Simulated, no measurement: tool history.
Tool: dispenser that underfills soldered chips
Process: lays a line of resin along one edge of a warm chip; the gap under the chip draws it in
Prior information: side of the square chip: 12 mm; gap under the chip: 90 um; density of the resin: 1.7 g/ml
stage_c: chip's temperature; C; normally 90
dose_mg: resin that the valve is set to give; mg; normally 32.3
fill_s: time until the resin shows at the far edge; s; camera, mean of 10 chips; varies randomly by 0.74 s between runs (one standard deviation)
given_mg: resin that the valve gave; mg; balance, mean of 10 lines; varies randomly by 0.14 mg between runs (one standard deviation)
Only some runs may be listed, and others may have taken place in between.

Run 1, hour 0.0: usual settings. Result: fill_s 111.2 s, given_mg 31.76 mg.
Run 2, hour 3.4: usual settings. Result: fill_s 70.0 s, given_mg 31.64 mg.
Run 3, hour 9.8: usual settings. Result: fill_s 88.2 s, given_mg 31.48 mg.
Run 4, hour 15.7: usual settings but dose_mg 40.2 mg. Result: fill_s 105.8 s, given_mg 39.13 mg.
Run 5, hour 22.7: usual settings but stage_c 100 C. Result: fill_s 60.8 s, given_mg 31.31 mg.
Run 6, hour 27.8: usual settings. Result: fill_s 94.9 s, given_mg 31.11 mg.
Run 7, hour 32.7: usual settings but stage_c 86 C. Result: fill_s 119.5 s, given_mg 32.22 mg.
Run 8, hour 39.3: usual settings but stage_c 86 C. Result: fill_s 84.9 s, given_mg 32.12 mg.
Run 9, hour 43.4: usual settings but stage_c 86 C. Result: fill_s 98.4 s, given_mg 31.96 mg.
Run 10, hour 48.0: usual settings but stage_c 86 C. Result: fill_s 116.5 s, given_mg 32.07 mg.
Run 11, hour 53.5: usual settings. Result: fill_s 70.4 s, given_mg 31.95 mg.
Run 12, hour 60.0: usual settings. Result: fill_s 88.9 s, given_mg 31.79 mg.
Run 13, hour 65.3: usual settings. Result: fill_s 107.8 s, given_mg 31.85 mg.
Run 14, hour 68.9: usual settings. Result: fill_s 69.3 s, given_mg 31.68 mg.
Run 15, hour 71.9: usual settings. Result: fill_s 75.2 s, given_mg 31.82 mg.
Run 16, hour 75.6: usual settings. Result: fill_s 84.0 s, given_mg 31.83 mg.
Run 17, hour 81.3: usual settings. Result: fill_s 103.3 s, given_mg 31.77 mg.
Run 18, hour 87.3: usual settings but stage_c 101 C, dose_mg 30.5 mg. Result: fill_s 57.4 s, given_mg 29.68 mg.
Run 19, hour 91.0: usual settings but stage_c 101 C, dose_mg 30.5 mg. Result: fill_s 64.2 s, given_mg 29.50 mg.
Run 20, hour 95.7: usual settings but stage_c 97 C, dose_mg 36.2 mg. Result: fill_s 80.7 s, given_mg 35.07 mg.
Run 21, hour 102.2: usual settings but stage_c 99 C. Result: fill_s 54.8 s, given_mg 31.39 mg.
Run 22, hour 105.4: usual settings but stage_c 99 C. Result: fill_s 62.7 s, given_mg 31.18 mg.
Run 23, hour 111.0: usual settings but stage_c 78 C, dose_mg 28.2 mg. Result: fill_s 128.0 s, given_mg 28.07 mg.
Run 24, hour 116.8: usual settings but stage_c 102 C, dose_mg 32.6 mg. Result: fill_s 79.9 s, given_mg 32.74 mg.
Run 25, hour 120.0: usual settings but stage_c 102 C, dose_mg 39.7 mg. Result: fill_s 50.9 s, given_mg 39.41 mg.
Run 26, hour 124.9: usual settings but stage_c 102 C, dose_mg 39.7 mg. Result: fill_s 58.8 s, given_mg 39.43 mg.
Run 27, hour 130.8: usual settings but stage_c 86 C, dose_mg 30.9 mg. Result: fill_s 115.4 s, given_mg 30.55 mg.
Run 28, hour 135.9: usual settings but stage_c 95 C. Result: fill_s 61.7 s, given_mg 31.90 mg.
Run 29, hour 139.1: usual settings but stage_c 101 C, dose_mg 28.6 mg. Result: fill_s 60.4 s, given_mg 28.23 mg.
Run 30, hour 143.1: usual settings but stage_c 77 C, dose_mg 33.7 mg. Result: fill_s 125.2 s, given_mg 33.15 mg.
Run 31, hour 149.6: usual settings but stage_c 82 C, dose_mg 37.1 mg. Result: fill_s 132.3 s, given_mg 36.67 mg.
Run 32, hour 154.2: usual settings but stage_c 92 C, dose_mg 41.7 mg. Result: fill_s 69.2 s, given_mg 41.09 mg.

Removed from this log: 12 entries logged between the listed runs. Between which two listed runs does each belong, and how does the tool's hidden state at the listed run before it compare with that at the listed run after it?
Between runs 1 and 2: new syringe of resin (hour 2.1)
  resin's viscosity, % of fresh resin's: 163.6 -> 104.7; dose that the valve gives, % of what is set: 98.01 -> 97.88; true chip temperature over the reading, C: -0.41 -> -0.42
  the result without the hidden state subtracted from the measured one, fill_s: +44.5 -> +4.2 s; given_mg: -0.64 -> -0.68 mg
Between runs 4 and 5: new syringe of resin (hour 18.4)
  resin's viscosity, % of fresh resin's: 156.9 -> 116; dose that the valve gives, % of what is set: 97.38 -> 97.09; true chip temperature over the reading, C: -0.47 -> -0.49
  the result without the hidden state subtracted from the measured one, fill_s: +39.1 -> +9.3 s; given_mg: -1.06 -> -0.94 mg
Between runs 6 and 7: dispensing valve cleaned and set on the balance (hour 29.7)
  resin's viscosity, % of fresh resin's: 137.1 -> 156.1; dose that the valve gives, % of what is set: 96.89 -> 99.72; true chip temperature over the reading, C: -0.52 -> -0.53
  the result without the hidden state subtracted from the measured one, fill_s: +26.9 -> +43.9 s; given_mg: -1.00 -> -0.09 mg
Between runs 7 and 8: new syringe of resin (hour 35.6)
  resin's viscosity, % of fresh resin's: 156.1 -> 112.2; dose that the valve gives, % of what is set: 99.72 -> 99.46; true chip temperature over the reading, C: -0.53 -> -0.56
  the result without the hidden state subtracted from the measured one, fill_s: +43.9 -> +10.5 s; given_mg: -0.09 -> -0.18 mg
Between runs 10 and 11: new syringe of resin (hour 52.1)
  resin's viscosity, % of fresh resin's: 149.7 -> 104; dose that the valve gives, % of what is set: 99.11 -> 98.9; true chip temperature over the reading, C: -0.59 -> -0.61
  the result without the hidden state subtracted from the measured one, fill_s: +40.0 -> +3.9 s; given_mg: -0.29 -> -0.36 mg
Between runs 13 and 14: new syringe of resin (hour 68.8)
  resin's viscosity, % of fresh resin's: 153.3 -> 99.3; dose that the valve gives, % of what is set: 98.39 -> 98.25; true chip temperature over the reading, C: -0.65 -> -0.67
  the result without the hidden state subtracted from the measured one, fill_s: +38.9 -> +1.0 s; given_mg: -0.52 -> -0.57 mg
Between runs 17 and 18: new syringe of resin (hour 85.1)
  resin's viscosity, % of fresh resin's: 149.5 -> 107.9; dose that the valve gives, % of what is set: 97.73 -> 97.48; true chip temperature over the reading, C: -0.71 -> -0.74
  the result without the hidden state subtracted from the measured one, fill_s: +36.0 -> +5.5 s; given_mg: -0.74 -> -0.77 mg
Between runs 20 and 21: new syringe of resin (hour 101.6)
  resin's viscosity, % of fresh resin's: 142.2 -> 101.4; dose that the valve gives, % of what is set: 97.11 -> 96.87; true chip temperature over the reading, C: -0.77 -> -0.79
  the result without the hidden state subtracted from the measured one, fill_s: +25.3 -> +2.1 s; given_mg: -1.04 -> -1.02 mg
Between runs 22 and 23: dispensing valve cleaned and set on the balance (hour 110.5)
  resin's viscosity, % of fresh resin's: 112.7 -> 131.1; dose that the valve gives, % of what is set: 96.76 -> 99.93; true chip temperature over the reading, C: -0.8 -> -0.82
  the result without the hidden state subtracted from the measured one, fill_s: +8.6 -> +32.7 s; given_mg: -1.04 -> -0.02 mg
Between runs 24 and 25: new syringe of resin (hour 119.0)
  resin's viscosity, % of fresh resin's: 158.7 -> 103; dose that the valve gives, % of what is set: 99.7 -> 99.58; true chip temperature over the reading, C: -0.84 -> -0.86
  the result without the hidden state subtracted from the measured one, fill_s: +30.7 -> +2.6 s; given_mg: -0.10 -> -0.17 mg
Between runs 27 and 28: new syringe of resin (hour 135.6)
  resin's viscosity, % of fresh resin's: 146.5 -> 101.3; dose that the valve gives, % of what is set: 99.16 -> 98.97; true chip temperature over the reading, C: -0.9 -> -0.92
  the result without the hidden state subtracted from the measured one, fill_s: +38.6 -> +2.3 s; given_mg: -0.26 -> -0.33 mg
Between runs 31 and 32: new syringe of resin (hour 151.9)
  resin's viscosity, % of fresh resin's: 159 -> 108; dose that the valve gives, % of what is set: 98.43 -> 98.23; true chip temperature over the reading, C: -0.97 -> -0.99
  the result without the hidden state subtracted from the measured one, fill_s: +51.6 -> +6.8 s; given_mg: -0.59 -> -0.74 mg
